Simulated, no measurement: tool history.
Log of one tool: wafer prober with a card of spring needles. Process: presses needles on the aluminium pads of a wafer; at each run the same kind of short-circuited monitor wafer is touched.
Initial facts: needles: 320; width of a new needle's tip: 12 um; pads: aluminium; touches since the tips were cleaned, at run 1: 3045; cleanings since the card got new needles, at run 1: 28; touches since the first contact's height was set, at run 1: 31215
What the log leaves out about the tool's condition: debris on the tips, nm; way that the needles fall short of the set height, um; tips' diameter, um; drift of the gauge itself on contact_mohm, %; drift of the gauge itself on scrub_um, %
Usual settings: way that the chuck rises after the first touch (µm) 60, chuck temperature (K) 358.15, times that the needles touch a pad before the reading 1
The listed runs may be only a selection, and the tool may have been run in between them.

| run | day | way that the chuck rises after the first touch (µm) | chuck temperature (K) | times that the needles touch a pad before the reading | touches since the tips were cleaned | cleanings since the card got new needles | touches since the first contact's height was set | resistance of one needle with its contact and lead (mohm) | way that a needle slides on the pad (µm) |
|---|---|---|---|---|---|---|---|---|---|
| 1 | 0 | 60 | 358.15 | 1 | 3045 | 28 | 31215 | 120 | 12.92 |
|  | 0.175 | tips cleaned on abrasive film |
|  | 0.633 | tips cleaned on abrasive film |
| 2 | 0.662 | 60 | 358.15 | 1 | 347 | 30 | 38827 | 119 | 12.86 |
|  | 1.075 | tips cleaned on abrasive film |
| 3 | 1.388 | 60 | 358.15 | 1 | 3649 | 31 | 47212 | 120 | 12.88 |
|  | 1.5 | tips cleaned on abrasive film |
| 4 | 1.883 | 60 | 358.15 | 1 | 4452 | 32 | 52957 | 120 | 12.86 |
|  | 1.946 | tips cleaned on abrasive film |
|  | 2.4 | tips cleaned on abrasive film |
| 5 | 2.583 | 60 | 358.15 | 1 | 2142 | 34 | 61001 | 119 | 12.85 |
|  | 2.858 | tips cleaned on abrasive film |
| 6 | 2.967 | 51 | 342.15 | 3 | 1264 | 35 | 65434 | 119 | 10.94 |
|  | 3.15 | height of the first contact set anew |
|  | 3.333 | tips cleaned on abrasive film |
| 7 | 3.671 | 61 | 358.15 | 1 | 3961 | 36 | 6018 | 118 | 13.05 |
|  | 3.812 | tips cleaned on abrasive film |
|  | 4.238 | tips cleaned on abrasive film |
| 8 | 4.338 | 61 | 358.15 | 1 | 1161 | 38 | 13685 | 120 | 13.08 |
|  | 4.675 | tips cleaned on abrasive film |
| 9 | 4.912 | 47 | 380.15 | 2 | 2753 | 39 | 20334 | 125 | 10.14 |
|  | 5.121 | tips cleaned on abrasive film |
| 10 | 5.246 | 73 | 363.15 | 2 | 1457 | 40 | 24167 | 117 | 15.67 |

Predict each of these 3 candidate next runs independently; none follows another, all start after run 10:
|  | 5.558 | tips cleaned on abrasive film |
| A | 5.625 | 72 | 343.15 | 1 | 815 | 41 | 28538 | ? | ? |
|  | 5.558 | tips cleaned on abrasive film |
| B | 5.625 | 73 | 388.15 | 2 | 815 | 41 | 28538 | ? | ? |
|  | 5.558 | tips cleaned on abrasive film |
| C | 5.625 | 68 | 300.15 | 2 | 815 | 41 | 28538 | ? | ? |

| run | resistance of one needle with its contact and lead (mohm) | way that a needle slides on the pad (µm) |
|---|---|---|
| A | 114 | 15.48 |
| B | 120 | 15.66 |
| C | 109 | 14.57 |
Stripped of hidden state, with their random variation kept, the same runs would have yielded:
| run | resistance of one needle with its contact and lead (mohm) | way that a needle slides on the pad (µm) |
|---|---|---|
| A | 114 | 15.48 |
| B | 120 | 15.66 |
| C | 109 | 14.57 |
